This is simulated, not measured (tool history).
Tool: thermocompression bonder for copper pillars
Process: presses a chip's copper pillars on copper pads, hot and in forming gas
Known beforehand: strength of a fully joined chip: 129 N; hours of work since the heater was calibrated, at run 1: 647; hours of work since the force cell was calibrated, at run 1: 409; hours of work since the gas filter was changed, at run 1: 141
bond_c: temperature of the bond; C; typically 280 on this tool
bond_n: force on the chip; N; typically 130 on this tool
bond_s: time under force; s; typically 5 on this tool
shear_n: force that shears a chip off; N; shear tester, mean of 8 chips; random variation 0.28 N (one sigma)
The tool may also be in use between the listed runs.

run,hour,bond_c,bond_n,bond_s,hours of work since the heater was calibrated,hours of work since the force cell was calibrated,hours of work since the gas filter was changed,shear_n
1,0,280,130,5,647,409,141,52.3
# hour 8.7: heater calibrated with a thermocouple chip
2,16.5,280,130,5,4,417,150,47.9
3,27.7,307,130,5,11,423,156,59.7
4,38.2,307,130,5,17,429,162,59.3
5,47,307,130,5,22,434,167,59.9
6,57.7,307,130,5,28,440,173,59.6
7,68.7,307,130,5,34,447,179,60.3
8,76.3,307,130,5,38,451,184,60.4
9,91.2,307,130,5,47,459,192,59.7
10,100.9,307,79,5,52,465,197,37.2
11,113.4,307,79,5,59,472,205,37
12,124.3,280,130,3,65,478,211,39.1
13,142,280,130,3,75,488,221,39
14,155.2,280,130,15,83,496,228,70.7
15,166.9,280,130,15,90,502,235,71
16,185.3,280,130,15,100,513,245,71.4
17,198.5,280,130,15,107,520,253,71
18,215,280,130,15,117,529,262,70.7
19,226.1,262,130,5,123,536,268,40.7
20,244.6,310,130,3,134,546,279,50.5
21,257.2,280,81,4,141,553,286,26.5
22,273.2,264,130,5,150,562,295,41.4
23,287.2,261,130,10,158,570,303,52.8
24,301.8,264,157,9,166,579,311,62.1
25,315.1,280,84,5,173,586,319,30.9
26,328.2,276,169,6,181,593,326,62.7
27,343.6,276,169,6,190,602,335,63.2
28,358.8,254,130,9,198,611,343,47.9
29,373.1,254,130,9,206,619,352,47.5
30,384,254,130,9,213,625,358,47.4
# hour 393.8: forming gas filter changed
31,394.3,254,130,9,218,631,0,50.4
32,402.2,254,130,9,223,635,5,51.1
33,418.4,256,81,7,232,644,14,28.8
34,430.3,259,98,12,238,651,21,44.8
35,444.4,273,130,5,246,659,29,48.7
36,459.5,255,158,5,255,668,37,49.2
37,474.5,272,183,5,263,676,46,65

Take each entry between the runs: how does the hidden state at the last listed run before it differ from the hidden state at the first listed run after it?
Between runs 1 and 2: heater calibrated with a thermocouple chip (hour 8.7)
  true temperature of the bond over the reading, C: 10.1 -> 0.9; oxide that the forming gas leaves, % of the face: 2.69 -> 2.83
  difference, measured minus the result without the unlogged condition, shear_n: +4.6 -> +0.6 N
Between runs 30 and 31: forming gas filter changed (hour 393.8)
  true temperature of the bond over the reading, C: 4 -> 4.1; oxide that the forming gas leaves, % of the face: 6.27 -> 0.52
  difference, measured minus the result without the unlogged condition, shear_n: +1 -> +3.9 N

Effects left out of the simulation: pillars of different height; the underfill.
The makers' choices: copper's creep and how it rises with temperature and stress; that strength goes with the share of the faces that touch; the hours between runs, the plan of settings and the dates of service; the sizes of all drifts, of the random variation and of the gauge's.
